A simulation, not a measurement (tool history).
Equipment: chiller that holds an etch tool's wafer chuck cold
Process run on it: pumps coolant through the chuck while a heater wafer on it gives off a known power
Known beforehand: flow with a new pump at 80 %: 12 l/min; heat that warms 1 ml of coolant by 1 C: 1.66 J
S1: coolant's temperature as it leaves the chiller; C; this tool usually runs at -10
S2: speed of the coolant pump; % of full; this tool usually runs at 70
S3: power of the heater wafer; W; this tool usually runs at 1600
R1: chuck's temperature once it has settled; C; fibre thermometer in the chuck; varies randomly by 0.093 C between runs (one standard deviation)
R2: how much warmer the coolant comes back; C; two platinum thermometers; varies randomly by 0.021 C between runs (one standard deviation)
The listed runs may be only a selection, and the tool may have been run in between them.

Run 1, hour 0: usual settings. Result: R1 4.37 C, R2 5.63 C.
Run 2, hour 17.7: usual settings. Result: R1 4.49 C, R2 5.62 C.
Run 3, hour 40: usual settings. Result: R1 4.27 C, R2 5.63 C.
Run 4, hour 57.5: usual settings. Result: R1 4.36 C, R2 5.6 C.
Run 5, hour 86.5: usual settings. Result: R1 4.35 C, R2 5.61 C.
Run 6, hour 101.3: usual settings. Result: R1 4.39 C, R2 5.59 C.
Run 7, hour 115.7: usual settings. Result: R1 4.36 C, R2 5.61 C.
Run 8, hour 138.9: usual settings. Result: R1 4.38 C, R2 5.62 C.
Run 9, hour 171: usual settings but S3 2296 W. Result: R1 10.7 C, R2 8.01 C.
Run 10, hour 191.1: usual settings but S3 1086 W. Result: R1 -0.29 C, R2 3.82 C.
Run 11, hour 218: usual settings but S1 -1 C. Result: R1 13.23 C, R2 5.61 C.
At hour 220.6: chiller's thermometer calibrated.
Run 12, hour 233.6: usual settings but S1 -2 C, S3 962 W. Result: R1 6.37 C, R2 3.37 C.
Run 13, hour 251.6: usual settings but S1 -2 C, S3 962 W. Result: R1 6.55 C, R2 3.39 C.
Run 14, hour 281.6: usual settings but S1 -16 C, S2 100 % of full, S3 962 W. Result: R1 -9.7 C, R2 2.26 C.
Run 15, hour 308.5: usual settings but S1 -16 C, S2 100 % of full, S3 962 W. Result: R1 -9.82 C, R2 2.3 C.
At hour 322.9: chiller's thermometer calibrated, once more.
Run 16, hour 339.8: usual settings but S1 -16 C, S2 94 % of full, S3 953 W. Result: R1 -9.36 C, R2 2.4 C.
Run 17, hour 358: usual settings but S1 -16 C, S2 94 % of full, S3 953 W. Result: R1 -9.32 C, R2 2.4 C.
Run 18, hour 371.8: usual settings but S1 -9 C, S2 61 % of full, S3 953 W. Result: R1 0.81 C, R2 3.91 C.
Run 19, hour 385.6: usual settings but S1 -3 C, S2 66 % of full, S3 2331 W. Result: R1 19.11 C, R2 8.75 C.
Run 20, hour 417.2: usual settings but S1 -9 C, S2 74 % of full, S3 1215 W. Result: R1 1.43 C, R2 4.02 C.
Run 21, hour 450.4: usual settings but S1 -11 C, S2 61 % of full, S3 1922 W. Result: R1 8.75 C, R2 7.87 C.
Run 22, hour 466.2: usual settings but S1 -11 C, S2 61 % of full, S3 1058 W. Result: R1 -0.17 C, R2 4.33 C.

What if the next run were any one of these 3? Each begins from the tool's condition after run 22:
Run A, hour 483.3: usual settings but S1 -2 C, S2 86 % of full, S3 974 W. Result: R1 ?, R2 ?.
Run B, hour 483.3: usual settings but S1 -11 C, S2 97 % of full, S3 1679 W. Result: R1 ?, R2 ?.
Run C, hour 483.3: usual settings but S1 -6 C, S2 85 % of full, S3 1366 W. Result: R1 ?, R2 ?.

run    R1    R2
  A  5.43  2.73
  B  0.58  4.08
  C  4.38  3.88
Without the tool's hidden state the same runs would have given:
run     R1    R2
  A   4.78  2.73
  B  -0.47  4.08
  C   3.44  3.88
